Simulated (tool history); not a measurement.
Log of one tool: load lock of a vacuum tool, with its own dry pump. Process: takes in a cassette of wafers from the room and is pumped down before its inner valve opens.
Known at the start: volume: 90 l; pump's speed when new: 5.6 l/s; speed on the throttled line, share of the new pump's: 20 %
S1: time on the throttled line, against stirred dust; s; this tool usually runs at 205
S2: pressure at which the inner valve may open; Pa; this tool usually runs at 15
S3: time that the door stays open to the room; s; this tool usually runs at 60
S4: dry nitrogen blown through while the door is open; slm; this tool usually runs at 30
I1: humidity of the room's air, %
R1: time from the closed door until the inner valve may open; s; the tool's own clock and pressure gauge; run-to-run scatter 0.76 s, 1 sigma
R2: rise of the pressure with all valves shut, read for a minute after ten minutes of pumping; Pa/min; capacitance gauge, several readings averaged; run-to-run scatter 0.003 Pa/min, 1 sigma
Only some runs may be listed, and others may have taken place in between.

run    hour   S1  S2   S3  S4    I1     R1     R2
  1       0  205  15   60  30  46.3  319.2  0.085
       23.3  -- dry pump taken out, an overhauled one fitted
  2   185.8  205  15   60  30    49  307.1  0.085
  3   296.2  205  15   60  30  46.2  307.3  0.093
  4   442.4  205  15   60  30  45.8  308.5  0.096
  5   638.3  205  15   60  30  46.1  306.9  0.101
  6   739.8  308  15   60  30    44  392.1  0.106
  7   852.9  308  15   60  30  45.9  389.8  0.113
  8  1013.3  205  15   60  30  41.6  309.6  0.109
  9  1160.7  205  15   60  30    46  307.4  0.118
 10  1256.5  205  15   60  30    47  307.7  0.118
 11  1344.2  205  15   60  15  43.6  307.4   0.12
 12  1427.7  205  15   60  15  46.3  308.7  0.128
 13  1540.9  205  15   60  15  43.4  308.6  0.136
 14    1695  205  15   60  15  48.2  308.2  0.143
 15  1808.1  205  15   60  15  47.3  308.5  0.146
 16  1959.3  112  15   60  30  44.5    234  0.137
 17  2085.1  205  15   60  30  45.1  308.5  0.138
 18  2283.8  205  15   60  30  47.1  309.2  0.154
 19  2467.6  205  15   60  30  40.6  309.1  0.153
 20  2639.7  205  18   60  30  44.1  307.7  0.166
 21  2777.2  107  19  115  40  43.7    226   0.17
 22  2937.3  135  15  196  30  48.9  254.1  0.194
 23  3103.6  135  13  184  21  45.5  255.9  0.193
 24  3200.5  213  10   31  30  44.7  324.9  0.183
 25  3344.1  231  10   35  30  47.6  337.9  0.185
 26  3436.5  181  15   34  30  44.1  291.5  0.182
 27  3521.9  187  15   46  10  43.9  295.7  0.201
 28  3661.7  379  14   60  36  46.6    451  0.201
 29  3780.7  205  13   93  12  40.7  314.1  0.216

Expected results for the next run?
 30  3925.1  282  15  60  30  47.7   ?   ?

{"run 30": {"R1": 373.2, "R2": 0.206}}
Had the tool carried no hidden state, the very same run would have given R1 370.3 s, R2 0.014 Pa/min.
